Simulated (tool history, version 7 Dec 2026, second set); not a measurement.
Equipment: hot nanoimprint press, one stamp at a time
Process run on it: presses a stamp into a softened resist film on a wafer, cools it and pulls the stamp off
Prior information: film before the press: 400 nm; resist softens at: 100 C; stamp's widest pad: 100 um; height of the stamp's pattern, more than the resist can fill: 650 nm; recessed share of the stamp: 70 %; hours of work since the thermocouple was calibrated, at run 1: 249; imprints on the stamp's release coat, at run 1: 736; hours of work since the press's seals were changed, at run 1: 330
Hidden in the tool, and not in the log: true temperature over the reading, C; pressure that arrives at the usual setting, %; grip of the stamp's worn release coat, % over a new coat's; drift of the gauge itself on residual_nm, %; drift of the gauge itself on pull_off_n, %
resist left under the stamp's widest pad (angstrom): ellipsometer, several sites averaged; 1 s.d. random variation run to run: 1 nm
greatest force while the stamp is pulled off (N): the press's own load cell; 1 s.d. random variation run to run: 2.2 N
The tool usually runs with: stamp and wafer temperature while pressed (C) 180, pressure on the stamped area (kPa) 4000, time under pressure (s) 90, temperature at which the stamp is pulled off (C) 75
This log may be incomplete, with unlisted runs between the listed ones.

run  hour  stamp and wafer temperature while pressed (C)  pressure on the stamped area (kPa)  time under pressure (s)  temperature at which the stamp is pulled off (C)  hours of work since the thermocouple was calibrated  imprints on the stamp's release coat  hours of work since the press's seals were changed  resist left under the stamp's widest pad (angstrom)  greatest force while the stamp is pulled off (N)
  1     0                                            180                                4000                       90                                                75                                                  249                                   736                                                 330                                                 2049                                               249
  2  15.5                                            180                                4000                       90                                                75                                                  259                                   777                                                 340                                                 2043                                               248
  3  24.5                                            180                                4000                       90                                                75                                                  265                                   801                                                 346                                                 2025                                               254
  4  32.8                                            180                                6120                       90                                                75                                                  271                                   824                                                 351                                                 1713                                               255
  5  41.9                                            180                                6120                       90                                                63                                                  277                                   848                                                 358                                                 1724                                               316
  6    57                                            180                                4000                       90                                                66                                                  287                                   888                                                 368                                                 2026                                               298
  7  64.2                                            180                                4000                       90                                                75                                                  292                                   908                                                 372                                                 2029                                               257
  8  72.2                                            186                                4000                       46                                                75                                                  297                                   929                                                 378                                                 2032                                               257

For run 9, what comes out?
  9  85.1                                            192                                4000                       85                                                74                                                  306                                   964                                                 386                                                    ?                                                 ?

Run 9 came out at resist left under the stamp's widest pad (angstrom) 1249, greatest force while the stamp is pulled off (N) 267.
On a tool with no hidden condition, and with the same random variation, this run would have come out at resist left under the stamp's widest pad (angstrom) 1300, greatest force while the stamp is pulled off (N) 249.

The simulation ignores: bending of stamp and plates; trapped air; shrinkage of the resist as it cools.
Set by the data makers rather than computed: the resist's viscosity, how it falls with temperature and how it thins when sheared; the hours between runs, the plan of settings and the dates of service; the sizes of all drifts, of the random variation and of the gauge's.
